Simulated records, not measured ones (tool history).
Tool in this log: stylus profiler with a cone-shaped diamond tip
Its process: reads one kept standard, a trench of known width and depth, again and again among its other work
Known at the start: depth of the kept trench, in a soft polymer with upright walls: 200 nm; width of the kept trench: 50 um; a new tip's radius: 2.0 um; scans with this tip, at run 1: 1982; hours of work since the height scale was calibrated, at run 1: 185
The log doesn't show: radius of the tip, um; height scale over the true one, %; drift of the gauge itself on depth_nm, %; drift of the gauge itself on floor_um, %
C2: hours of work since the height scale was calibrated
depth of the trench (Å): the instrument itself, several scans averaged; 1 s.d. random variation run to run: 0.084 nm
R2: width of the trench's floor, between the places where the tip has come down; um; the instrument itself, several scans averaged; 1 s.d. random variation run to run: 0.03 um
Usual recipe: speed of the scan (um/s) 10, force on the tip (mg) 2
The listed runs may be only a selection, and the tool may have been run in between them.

run 1 hour=0 | speed_of_the_scan_(um/s)=10 force_on_the_tip_(mg)=2 | scans_with_this_tip=1982 C2=185 | depth_of_the_trench_(Å)=2023 R2=48.12
run 2 hour=14.2 | speed_of_the_scan_(um/s)=10 force_on_the_tip_(mg)=2 | scans_with_this_tip=2069 C2=193 | depth_of_the_trench_(Å)=2022.8 R2=48.05
run 3 hour=25.7 | speed_of_the_scan_(um/s)=10 force_on_the_tip_(mg)=2 | scans_with_this_tip=2139 C2=200 | depth_of_the_trench_(Å)=2021.9 R2=48.06
run 4 hour=37.4 | speed_of_the_scan_(um/s)=10 force_on_the_tip_(mg)=2 | scans_with_this_tip=2210 C2=206 | depth_of_the_trench_(Å)=2022.6 R2=48.03
run 5 hour=49.4 | speed_of_the_scan_(um/s)=10 force_on_the_tip_(mg)=2 | scans_with_this_tip=2283 C2=213 | depth_of_the_trench_(Å)=2022 R2=48.09
run 6 hour=59.1 | speed_of_the_scan_(um/s)=5 force_on_the_tip_(mg)=2 | scans_with_this_tip=2342 C2=219 | depth_of_the_trench_(Å)=2022.3 R2=48.13
run 7 hour=74.5 | speed_of_the_scan_(um/s)=10 force_on_the_tip_(mg)=2 | scans_with_this_tip=2436 C2=228 | depth_of_the_trench_(Å)=2023.2 R2=48.03
-- hour=76.4 height scale calibrated on a step standard
run 8 hour=92.6 | speed_of_the_scan_(um/s)=10 force_on_the_tip_(mg)=2 | scans_with_this_tip=2543 C2=9 | depth_of_the_trench_(Å)=2020.5 R2=48.01
-- hour=105 height scale calibrated on a step standard, once more
run 9 hour=105.3 | speed_of_the_scan_(um/s)=10 force_on_the_tip_(mg)=4.49 | scans_with_this_tip=2618 C2=0 | depth_of_the_trench_(Å)=2039.6 R2=48.03
run 10 hour=116.3 | speed_of_the_scan_(um/s)=10 force_on_the_tip_(mg)=4.49 | scans_with_this_tip=2684 C2=6 | depth_of_the_trench_(Å)=2039.5 R2=48.05
run 11 hour=123.7 | speed_of_the_scan_(um/s)=10 force_on_the_tip_(mg)=4.49 | scans_with_this_tip=2730 C2=11 | depth_of_the_trench_(Å)=2038.7 R2=48.11
run 12 hour=132.8 | speed_of_the_scan_(um/s)=10 force_on_the_tip_(mg)=4.49 | scans_with_this_tip=2785 C2=16 | depth_of_the_trench_(Å)=2039.8 R2=48.06
run 13 hour=143.9 | speed_of_the_scan_(um/s)=10 force_on_the_tip_(mg)=1.64 | scans_with_this_tip=2853 C2=22 | depth_of_the_trench_(Å)=2018.6 R2=48.06
run 14 hour=157.1 | speed_of_the_scan_(um/s)=10 force_on_the_tip_(mg)=1.64 | scans_with_this_tip=2933 C2=30 | depth_of_the_trench_(Å)=2020.1 R2=48.07
run 15 hour=169.2 | speed_of_the_scan_(um/s)=9 force_on_the_tip_(mg)=1.25 | scans_with_this_tip=3007 C2=37 | depth_of_the_trench_(Å)=2015.4 R2=48.05
run 16 hour=177.5 | speed_of_the_scan_(um/s)=9 force_on_the_tip_(mg)=1.25 | scans_with_this_tip=3057 C2=41 | depth_of_the_trench_(Å)=2016 R2=47.96
run 17 hour=187.7 | speed_of_the_scan_(um/s)=15 force_on_the_tip_(mg)=2.77 | scans_with_this_tip=3120 C2=47 | depth_of_the_trench_(Å)=2028.9 R2=48.06
run 18 hour=199.3 | speed_of_the_scan_(um/s)=6 force_on_the_tip_(mg)=5.01 | scans_with_this_tip=3190 C2=54 | depth_of_the_trench_(Å)=2041.1 R2=48.02
run 19 hour=212.2 | speed_of_the_scan_(um/s)=29 force_on_the_tip_(mg)=0.86 | scans_with_this_tip=3269 C2=61 | depth_of_the_trench_(Å)=2013.3 R2=47.93
run 20 hour=220.4 | speed_of_the_scan_(um/s)=10 force_on_the_tip_(mg)=5.43 | scans_with_this_tip=3319 C2=66 | depth_of_the_trench_(Å)=2043.9 R2=48
run 21 hour=230.8 | speed_of_the_scan_(um/s)=10 force_on_the_tip_(mg)=5.43 | scans_with_this_tip=3382 C2=72 | depth_of_the_trench_(Å)=2045.7 R2=48.03
run 22 hour=239.8 | speed_of_the_scan_(um/s)=10 force_on_the_tip_(mg)=5.43 | scans_with_this_tip=3437 C2=77 | depth_of_the_trench_(Å)=2043.2 R2=48.04
run 23 hour=252.6 | speed_of_the_scan_(um/s)=10 force_on_the_tip_(mg)=5.43 | scans_with_this_tip=3515 C2=84 | depth_of_the_trench_(Å)=2043.5 R2=47.98
run 24 hour=265 | speed_of_the_scan_(um/s)=10 force_on_the_tip_(mg)=1.03 | scans_with_this_tip=3591 C2=91 | depth_of_the_trench_(Å)=2014.6 R2=47.97
run 25 hour=277.5 | speed_of_the_scan_(um/s)=10 force_on_the_tip_(mg)=3.9 | scans_with_this_tip=3667 C2=98 | depth_of_the_trench_(Å)=2034 R2=48.03
run 26 hour=289 | speed_of_the_scan_(um/s)=2 force_on_the_tip_(mg)=1.99 | scans_with_this_tip=3737 C2=105 | depth_of_the_trench_(Å)=2023 R2=48.04
run 27 hour=305.3 | speed_of_the_scan_(um/s)=4 force_on_the_tip_(mg)=1.01 | scans_with_this_tip=3836 C2=114 | depth_of_the_trench_(Å)=2012.6 R2=47.94

What if the next run were any one of these 5? Each begins from the tool's condition after run 27:
run A hour=318.1 | speed_of_the_scan_(um/s)=37 force_on_the_tip_(mg)=2.75 | scans_with_this_tip=3914 C2=121 | depth_of_the_trench_(Å)=? R2=?
run B hour=318.1 | speed_of_the_scan_(um/s)=8 force_on_the_tip_(mg)=3.38 | scans_with_this_tip=3914 C2=121 | depth_of_the_trench_(Å)=? R2=?
run C hour=318.1 | speed_of_the_scan_(um/s)=7 force_on_the_tip_(mg)=2.72 | scans_with_this_tip=3914 C2=121 | depth_of_the_trench_(Å)=? R2=?
run D hour=318.1 | speed_of_the_scan_(um/s)=4 force_on_the_tip_(mg)=2.32 | scans_with_this_tip=3914 C2=121 | depth_of_the_trench_(Å)=? R2=?
run E hour=318.1 | speed_of_the_scan_(um/s)=3 force_on_the_tip_(mg)=4.26 | scans_with_this_tip=3914 C2=121 | depth_of_the_trench_(Å)=? R2=?

run=A depth_of_the_trench_(Å)=2028.2 R2=47.93
run=B depth_of_the_trench_(Å)=2031.3 R2=47.95
run=C depth_of_the_trench_(Å)=2026.9 R2=47.96
run=D depth_of_the_trench_(Å)=2024.2 R2=47.97
run=E depth_of_the_trench_(Å)=2038.5 R2=47.93
Without the tool's unlogged condition, the same runs would have read:
run=A depth_of_the_trench_(Å)=2029.1 R2=48.2
run=B depth_of_the_trench_(Å)=2032.3 R2=48.22
run=C depth_of_the_trench_(Å)=2027.9 R2=48.23
run=D depth_of_the_trench_(Å)=2025.1 R2=48.24
run=E depth_of_the_trench_(Å)=2039.5 R2=48.2
